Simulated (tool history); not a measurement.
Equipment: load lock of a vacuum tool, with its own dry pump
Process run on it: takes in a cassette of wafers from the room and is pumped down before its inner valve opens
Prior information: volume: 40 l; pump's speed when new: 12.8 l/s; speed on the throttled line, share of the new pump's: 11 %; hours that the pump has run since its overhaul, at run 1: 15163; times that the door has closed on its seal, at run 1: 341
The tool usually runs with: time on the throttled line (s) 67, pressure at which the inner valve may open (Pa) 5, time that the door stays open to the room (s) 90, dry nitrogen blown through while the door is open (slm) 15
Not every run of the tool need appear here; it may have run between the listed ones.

run	hour	time on the throttled line (s)	pressure at which the inner valve may open (Pa)	time that the door stays open to the room (s)	dry nitrogen blown through while the door is open (slm)	hours that the pump has run since its overhaul	times that the door has closed on its seal	incoming humidity of the room's air, %	time from the closed door until the inner valve may open (s)	rise of the pressure with all valves shut (Pa/min)
1	0	67	5	90	15	15163	341	45	94.1	0.043
2	137.5	67	5	90	15	15301	544	45.6	94.1	0.046
3	279.5	67	5	90	15	15443	753	42.1	93.9	0.042
4	379.9	67	5	90	15	15543	901	45	94.2	0.045
5	512	67	5	90	15	15675	1096	44.2	93.9	0.046
6	733	67	5	90	15	15896	1421	47.4	93.6	0.043
7	858.8	123	5	90	15	16022	1606	46.3	143.4	0.047
8	1090.6	67	5	90	15	16254	1948	48.7	94.2	0.05
9	1319.5	67	5	90	15	16483	2285	46.9	94.1	0.053
10	1474.2	67	6	90	15	16637	2513	45.9	93.6	0.049
11	1701.7	67	5	90	15	16865	2848	45.1	94.4	0.05
12	1888.4	67	5	90	15	17052	3122	46.2	94.2	0.052
13	2109.4	67	5	27	15	17273	3448	43.6	94.5	0.033
14	2263.1	67	7	90	15	17426	3674	46	93.1	0.052
15	2445.9	70	5	90	15	17609	3944	45.7	97.1	0.045
16	2647.8	70	5	90	15	17811	4241	46.9	96.9	0.048
17	2762.6	67	5	90	15	17926	4410	46.8	94.8	0.047
18	2965.2	67	5	90	15	18128	4708	42.3	94.1	0.044
19	3116.8	67	5	90	15	18280	4932	42.8	94.8	0.046
20	3249.6	91	8	68	31	18413	5127	43	114.4	0.026
21	3422.8	67	6	33	15	18586	5382	44.7	93.6	0.026
22	3638.3	83	7	40	9	18802	5700	40.3	107.5	0.034
23	3849.6	67	7	32	11	19013	6011	46	93.7	0.036
24	4069.1	117	7	185	22	19232	6334	44.5	138	0.066
25	4181.2	132	8	56	15	19344	6499	47.8	149.8	0.041
26	4305.7	67	4	90	15	19469	6682	46	95.8	0.055
27	4519.2	67	4	90	10	19682	6997	43.7	95.7	0.054
28	4758.4	42	8	120	31	19922	7349	45.3	71.2	0.046
29	4861.5	42	4	120	24	20025	7501	45.3	73.7	0.039
30	5095.1	42	4	133	7	20258	7845	43.4	74.2	0.081
31	5198.7	42	4	133	7	20362	7998	41.8	73.9	0.069
32	5298.9	42	4	133	7	20462	8145	44	74.2	0.078
# hour 5497.2: dry pump taken out, an overhauled one fitted
33	5536.1	59	5	160	12	39	8486	41.8	83.6	0.068
34	5721.5	59	5	160	12	224	8759	43.7	83.7	0.074
35	5922	59	5	160	12	425	9054	46.7	83.6	0.078
36	6076.8	59	5	160	12	580	9282	42.4	84.1	0.069

Selected run-to-run steps in time from the closed door until the inner valve may open (s), each split into two signed amounts: the part the tool would show with no hidden state at all (from settings, incoming material and random variation), and the remainder, which goes to the hidden state together with any gauge scatter not common to the measured and the hidden-state-free results:
Hidden conditions of the tool in this case: pump's speed, % of a new pump's; leak at the door's seal, Pa l/s; drift of the gauge itself on ready_s, %; drift of the gauge itself on rise_pa_min, %.
Run 6 -> 7: time on the throttled line (s) 67 -> 123. time from the closed door until the inner valve may open (s) +49.8: hidden state -0.8, all else +50.6.
Run 7 -> 8: time on the throttled line (s) 123 -> 67. time from the closed door until the inner valve may open (s) -49.2: hidden state +0.9, all else -50.1.
Run 25 -> 26: time on the throttled line (s) 132 -> 67, pressure at which the inner valve may open (Pa) 8 -> 4, time that the door stays open to the room (s) 56 -> 90. time from the closed door until the inner valve may open (s) -54: hidden state +1.5, all else -55.5.
Run 32 -> 33: time on the throttled line (s) 42 -> 59, pressure at which the inner valve may open (Pa) 4 -> 5, time that the door stays open to the room (s) 133 -> 160, dry nitrogen blown through while the door is open (slm) 7 -> 12, dry pump taken out, an overhauled one fitted. time from the closed door until the inner valve may open (s) +9.4: hidden state -4.7, all else +14.1.
